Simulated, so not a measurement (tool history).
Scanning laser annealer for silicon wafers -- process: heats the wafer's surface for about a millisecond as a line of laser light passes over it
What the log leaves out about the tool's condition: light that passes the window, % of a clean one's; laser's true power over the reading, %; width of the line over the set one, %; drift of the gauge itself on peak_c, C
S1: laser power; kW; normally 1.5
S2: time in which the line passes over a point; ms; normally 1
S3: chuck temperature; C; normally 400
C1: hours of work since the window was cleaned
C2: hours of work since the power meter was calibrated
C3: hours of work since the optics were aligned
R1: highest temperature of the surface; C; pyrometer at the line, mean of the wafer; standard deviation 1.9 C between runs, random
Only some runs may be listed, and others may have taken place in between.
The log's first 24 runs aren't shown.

run,day,S1,S2,S3,C1,C2,C3,R1
25,31.342,1.323,0.79,409,164,58,296,1009
26,33.171,1.576,1.2,409,193,87,325,1317
27,34.267,1.322,0.72,409,210,104,342,977
28,35.85,1.322,0.72,409,235,129,367,980
29,37.112,1.322,0.72,409,255,149,387,973
# day 37.417: laser's power meter calibrated, once more
30,38.492,1.322,0.72,409,275,17,407,972
31,39.629,1.497,0.96,400,293,35,425,1146
32,40.758,1.566,1.1,436,311,53,443,1279
33,42.471,1.581,1,413,338,80,470,1227
34,43.717,1.329,0.8,421,358,100,490,1002
# day 44.05: window over the wafer cleaned
35,44.946,1.312,0.8,394,14,118,508,1001
36,46.138,1.5,0.9,400,33,137,527,1163
37,47.412,1.5,0.9,400,53,157,547,1160

The next listed run, before its measurement:
38,48.5,1.305,0.9,406,70,174,564,?

{"run 38": {"R1": 1036}}
Take away the tool's hidden state, keep the run-to-run variation as it was, and the same run would have given R1 1054 C.

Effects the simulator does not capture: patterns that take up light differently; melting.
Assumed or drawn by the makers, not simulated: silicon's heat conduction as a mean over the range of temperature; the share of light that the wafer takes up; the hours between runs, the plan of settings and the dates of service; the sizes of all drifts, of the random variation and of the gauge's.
